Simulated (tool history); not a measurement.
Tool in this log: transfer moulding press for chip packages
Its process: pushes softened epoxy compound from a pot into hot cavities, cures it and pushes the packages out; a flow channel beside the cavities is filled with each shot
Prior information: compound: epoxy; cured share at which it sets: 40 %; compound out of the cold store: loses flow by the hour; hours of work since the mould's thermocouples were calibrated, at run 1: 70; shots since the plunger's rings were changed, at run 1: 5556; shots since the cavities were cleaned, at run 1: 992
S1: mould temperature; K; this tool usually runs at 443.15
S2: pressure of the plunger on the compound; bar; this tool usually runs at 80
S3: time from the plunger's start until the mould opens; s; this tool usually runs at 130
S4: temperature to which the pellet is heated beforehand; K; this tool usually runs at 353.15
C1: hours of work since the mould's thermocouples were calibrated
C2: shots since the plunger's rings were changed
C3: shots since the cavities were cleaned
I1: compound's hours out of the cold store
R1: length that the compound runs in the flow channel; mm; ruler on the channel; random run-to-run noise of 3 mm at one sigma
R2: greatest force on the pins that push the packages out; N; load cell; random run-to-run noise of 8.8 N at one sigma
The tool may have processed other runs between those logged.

run 1 day=0 | S1=443.15 S2=80 S3=130 S4=353.15 | C1=70 C2=5556 C3=992 | I1=42.6 | R1=915 R2=395
-- day=0.475 plunger's sealing rings changed
-- day=0.538 cavities cleaned with cleaning compound and waxed
run 2 day=2.896 | S1=443.15 S2=92.3 S3=130 S4=353.15 | C1=119 C2=596 C3=596 | I1=16.7 | R1=1076 R2=405
-- day=4.917 cavities cleaned with cleaning compound and waxed
run 3 day=5.329 | S1=443.15 S2=92.3 S3=130 S4=353.15 | C1=161 C2=1196 C3=104 | I1=8.5 | R1=1110 R2=428
-- day=9.288 cavities cleaned with cleaning compound and waxed
run 4 day=9.458 | S1=443.15 S2=92.3 S3=130 S4=353.15 | C1=234 C2=2224 C3=43 | I1=25.4 | R1=1042 R2=396
run 5 day=12.962 | S1=443.15 S2=92.3 S3=130 S4=353.15 | C1=297 C2=3110 C3=929 | I1=15.9 | R1=1082 R2=422
-- day=13.783 cavities cleaned with cleaning compound and waxed
run 6 day=17.183 | S1=443.15 S2=92.3 S3=130 S4=353.15 | C1=371 C2=4162 C3=861 | I1=27.8 | R1=1038 R2=408
-- day=18.175 cavities cleaned with cleaning compound and waxed
run 7 day=20.138 | S1=443.15 S2=80 S3=130 S4=353.15 | C1=423 C2=4892 C3=496 | I1=15.5 | R1=1004 R2=408
-- day=22.588 cavities cleaned with cleaning compound and waxed
run 8 day=22.588 | S1=443.15 S2=80 S3=130 S4=353.15 | C1=466 C2=5497 C3=0 | I1=44.9 | R1=905 R2=404
-- day=23.358 plunger's sealing rings changed
run 9 day=24.638 | S1=443.15 S2=80 S3=130 S4=353.15 | C1=501 C2=323 C3=491 | I1=22.6 | R1=983 R2=405
-- day=26.667 mould's thermocouples calibrated
-- day=27.408 cavities cleaned with cleaning compound and waxed
run 10 day=27.792 | S1=443.15 S2=80 S3=130 S4=353.15 | C1=19 C2=1084 C3=97 | I1=14.6 | R1=1011 R2=406
run 11 day=30.767 | S1=443.15 S2=80 S3=130 S4=353.15 | C1=72 C2=1836 C3=849 | I1=41.6 | R1=920 R2=414
-- day=31.833 cavities cleaned with cleaning compound and waxed
run 12 day=33.671 | S1=443.15 S2=80 S3=130 S4=353.15 | C1=123 C2=2554 C3=463 | I1=36.7 | R1=935 R2=395
-- day=36.392 cavities cleaned with cleaning compound and waxed
run 13 day=37.221 | S1=443.15 S2=80 S3=130 S4=353.15 | C1=186 C2=3437 C3=210 | I1=40.4 | R1=926 R2=398
run 14 day=39.721 | S1=443.15 S2=80 S3=130 S4=353.15 | C1=230 C2=4068 C3=841 | I1=44.9 | R1=909 R2=401
-- day=40.762 cavities cleaned with cleaning compound and waxed
run 15 day=43.212 | S1=438.15 S2=80 S3=127 S4=352.15 | C1=292 C2=4935 C3=619 | I1=35.5 | R1=970 R2=561
-- day=45.192 cavities cleaned with cleaning compound and waxed
-- day=46.15 plunger's sealing rings changed
run 16 day=47.279 | S1=436.15 S2=80 S3=127 S4=345.15 | C1=361 C2=286 C3=502 | I1=17.7 | R1=1047 R2=692
-- day=49.908 cavities cleaned with cleaning compound and waxed
run 17 day=50.038 | S1=436.15 S2=80 S3=127 S4=345.15 | C1=410 C2=968 C3=34 | I1=41.2 | R1=967 R2=654
run 18 day=52.5 | S1=436.15 S2=80 S3=127 S4=345.15 | C1=454 C2=1590 C3=656 | I1=36.8 | R1=983 R2=698
-- day=54.25 cavities cleaned with cleaning compound and waxed
run 19 day=56.492 | S1=446.15 S2=80 S3=127 S4=345.15 | C1=524 C2=2583 C3=566 | I1=12.9 | R1=1001 R2=387
-- day=57.383 mould's thermocouples calibrated
run 20 day=58.275 | S1=440.15 S2=90.2 S3=129 S4=362.15 | C1=16 C2=3013 C3=996 | I1=42.8 | R1=988 R2=471
-- day=58.971 cavities cleaned with cleaning compound and waxed
run 21 day=60.229 | S1=447.15 S2=68.4 S3=129 S4=362.15 | C1=50 C2=3492 C3=319 | I1=33.8 | R1=855 R2=360
-- day=63.312 cavities cleaned with cleaning compound and waxed
run 22 day=63.312 | S1=439.15 S2=69.6 S3=117 S4=361.15 | C1=104 C2=4255 C3=0 | I1=45.9 | R1=866 R2=605
run 23 day=66.458 | S1=438.15 S2=73.7 S3=117 S4=361.15 | C1=160 C2=5051 C3=796 | I1=11.7 | R1=1013 R2=748
-- day=67.642 cavities cleaned with cleaning compound and waxed
-- day=68.983 plunger's sealing rings changed
run 24 day=69.112 | S1=443.15 S2=75.1 S3=138 S4=361.15 | C1=205 C2=32 C3=345 | I1=20.7 | R1=956 R2=375
-- day=72.158 cavities cleaned with cleaning compound and waxed
run 25 day=72.5 | S1=446.15 S2=78.7 S3=144 S4=355.15 | C1=264 C2=873 C3=86 | I1=22.5 | R1=955 R2=358
run 26 day=74.554 | S1=446.15 S2=64.9 S3=144 S4=362.15 | C1=301 C2=1393 C3=606 | I1=26 | R1=861 R2=356

Here are 4 independent what-if runs from the current tool condition. What would each one return?
-- day=76.488 cavities cleaned with cleaning compound and waxed
run A day=77.175 | S1=448.15 S2=64.9 S3=144 S4=362.15 | C1=347 C2=2040 C3=174 | I1=47.6 | R1=? R2=?
-- day=76.488 cavities cleaned with cleaning compound and waxed
run B day=77.175 | S1=446.15 S2=69.8 S3=150 S4=362.15 | C1=347 C2=2040 C3=174 | I1=19.7 | R1=? R2=?
-- day=76.488 cavities cleaned with cleaning compound and waxed
run C day=77.175 | S1=446.15 S2=80 S3=130 S4=343.15 | C1=347 C2=2040 C3=174 | I1=18.7 | R1=? R2=?
-- day=76.488 cavities cleaned with cleaning compound and waxed
run D day=77.175 | S1=447.15 S2=80 S3=130 S4=348.15 | C1=347 C2=2040 C3=174 | I1=41.8 | R1=? R2=?

run=A R1=787 R2=328
run=B R1=906 R2=338
run=C R1=983 R2=369
run=D R1=903 R2=359
Stripped of hidden state, with their random variation kept, the same runs would have yielded:
run=A R1=788 R2=326
run=B R1=906 R2=336
run=C R1=984 R2=367
run=D R1=904 R2=357
